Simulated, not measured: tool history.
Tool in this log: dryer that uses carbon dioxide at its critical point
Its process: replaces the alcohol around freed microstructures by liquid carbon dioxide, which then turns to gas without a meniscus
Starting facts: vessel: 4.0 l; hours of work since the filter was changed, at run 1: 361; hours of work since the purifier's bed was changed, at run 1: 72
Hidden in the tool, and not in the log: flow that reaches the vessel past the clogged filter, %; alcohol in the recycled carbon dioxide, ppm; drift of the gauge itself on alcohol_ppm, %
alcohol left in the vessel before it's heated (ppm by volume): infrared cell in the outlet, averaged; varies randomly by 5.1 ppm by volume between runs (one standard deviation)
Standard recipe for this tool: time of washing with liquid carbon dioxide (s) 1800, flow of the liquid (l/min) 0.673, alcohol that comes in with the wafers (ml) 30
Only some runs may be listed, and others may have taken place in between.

| run | hour | time of washing with liquid carbon dioxide (s) | flow of the liquid (l/min) | alcohol that comes in with the wafers (ml) | hours of work since the filter was changed | hours of work since the purifier's bed was changed | alcohol left in the vessel before it's heated (ppm by volume) |
|---|---|---|---|---|---|---|---|
| 1 | 0.0 | 1800 | 0.673 | 30 | 361 | 72 | 135 |
| 2 | 13.5 | 1800 | 0.673 | 32 | 370 | 82 | 147 |
| 3 | 27.3 | 1800 | 0.673 | 30 | 380 | 91 | 140 |
| 4 | 37.7 | 1800 | 0.673 | 30 | 387 | 98 | 147 |
| 5 | 47.0 | 1800 | 0.673 | 30 | 394 | 105 | 154 |
| 6 | 61.4 | 1800 | 0.673 | 30 | 404 | 115 | 152 |
| 7 | 70.6 | 1800 | 0.673 | 30 | 410 | 121 | 154 |
| 8 | 77.3 | 1800 | 0.673 | 30 | 415 | 126 | 162 |
| 9 | 88.5 | 1800 | 0.673 | 30 | 422 | 134 | 154 |
| 10 | 98.2 | 1800 | 0.673 | 30 | 429 | 141 | 157 |
| 11 | 107.9 | 1800 | 0.673 | 30 | 436 | 147 | 168 |
| 12 | 121.3 | 1800 | 0.673 | 30 | 445 | 157 | 157 |
| 13 | 133.6 | 2160 | 0.673 | 30 | 454 | 165 | 80 |
| 14 | 148.0 | 1320 | 0.673 | 30 | 464 | 175 | 444 |
| 15 | 158.0 | 1320 | 0.673 | 30 | 471 | 182 | 446 |
| 16 | 164.2 | 1320 | 0.673 | 30 | 475 | 187 | 439 |
| 17 | 173.1 | 1800 | 0.673 | 30 | 481 | 193 | 188 |
| 18 | 186.4 | 1800 | 0.673 | 30 | 491 | 202 | 185 |
| 19 | 192.9 | 1800 | 0.673 | 30 | 495 | 207 | 178 |
| 20 | 203.1 | 1800 | 0.673 | 21 | 502 | 214 | 126 |
| 21 | 217.7 | 1800 | 0.673 | 45 | 512 | 224 | 271 |
| 22 | 224.0 | 1800 | 0.673 | 45 | 517 | 228 | 261 |
| 23 | 237.3 | 1800 | 0.673 | 45 | 526 | 237 | 270 |
| 24 | 251.1 | 2460 | 0.735 | 45 | 536 | 247 | 83 |
| 25 | 263.0 | 2460 | 0.735 | 45 | 544 | 255 | 77 |
| 26 | 271.9 | 2460 | 0.735 | 45 | 550 | 262 | 82 |
| 27 | 284.7 | 2760 | 0.673 | 89 | 559 | 270 | 111 |
|  | 289.6 | inlet filter changed |
| 28 | 297.7 | 2760 | 0.673 | 89 | 6 | 279 | 66 |
| 29 | 310.1 | 1800 | 1.086 | 30 | 14 | 287 | 58 |
| 30 | 324.3 | 1800 | 1.086 | 30 | 24 | 297 | 62 |
| 31 | 332.5 | 2340 | 0.490 | 21 | 30 | 303 | 127 |
| 32 | 339.9 | 1320 | 1.012 | 21 | 35 | 308 | 91 |
| 33 | 350.8 | 1320 | 1.012 | 42 | 43 | 316 | 103 |
| 34 | 364.4 | 1320 | 1.012 | 42 | 52 | 325 | 131 |
| 35 | 378.7 | 1320 | 1.012 | 42 | 62 | 335 | 126 |
| 36 | 392.7 | 1320 | 0.787 | 28 | 72 | 345 | 205 |
| 37 | 405.2 | 1320 | 0.802 | 26 | 80 | 354 | 188 |
| 38 | 414.8 | 1800 | 0.761 | 30 | 87 | 360 | 116 |
| 39 | 427.4 | 1800 | 0.761 | 30 | 96 | 369 | 121 |
| 40 | 436.2 | 1800 | 0.761 | 30 | 102 | 375 | 115 |
| 41 | 449.0 | 1800 | 0.481 | 30 | 111 | 384 | 387 |
| 42 | 455.3 | 1800 | 0.481 | 30 | 115 | 389 | 418 |

Hidden state or all else? Some run-to-run changes of alcohol left in the vessel before it's heated (ppm by volume), split into what the settings, what came in and random variation would give without the hidden state, and what is left for the hidden state (with any gauge scatter that isn't in both results):
Run 13 -> 14: time of washing with liquid carbon dioxide (s) 2160 -> 1320. alcohol left in the vessel before it's heated (ppm by volume) +364: hidden state +119, all else +245.
Run 16 -> 17: time of washing with liquid carbon dioxide (s) 1320 -> 1800. alcohol left in the vessel before it's heated (ppm by volume) -251: hidden state -78, all else -173.
Run 23 -> 24: time of washing with liquid carbon dioxide (s) 1800 -> 2460, flow of the liquid (l/min) 0.673 -> 0.735. alcohol left in the vessel before it's heated (ppm by volume) -187: hidden state -88, all else -99.
Run 40 -> 41: flow of the liquid (l/min) 0.761 -> 0.481. alcohol left in the vessel before it's heated (ppm by volume) +272: hidden state +26, all else +246.

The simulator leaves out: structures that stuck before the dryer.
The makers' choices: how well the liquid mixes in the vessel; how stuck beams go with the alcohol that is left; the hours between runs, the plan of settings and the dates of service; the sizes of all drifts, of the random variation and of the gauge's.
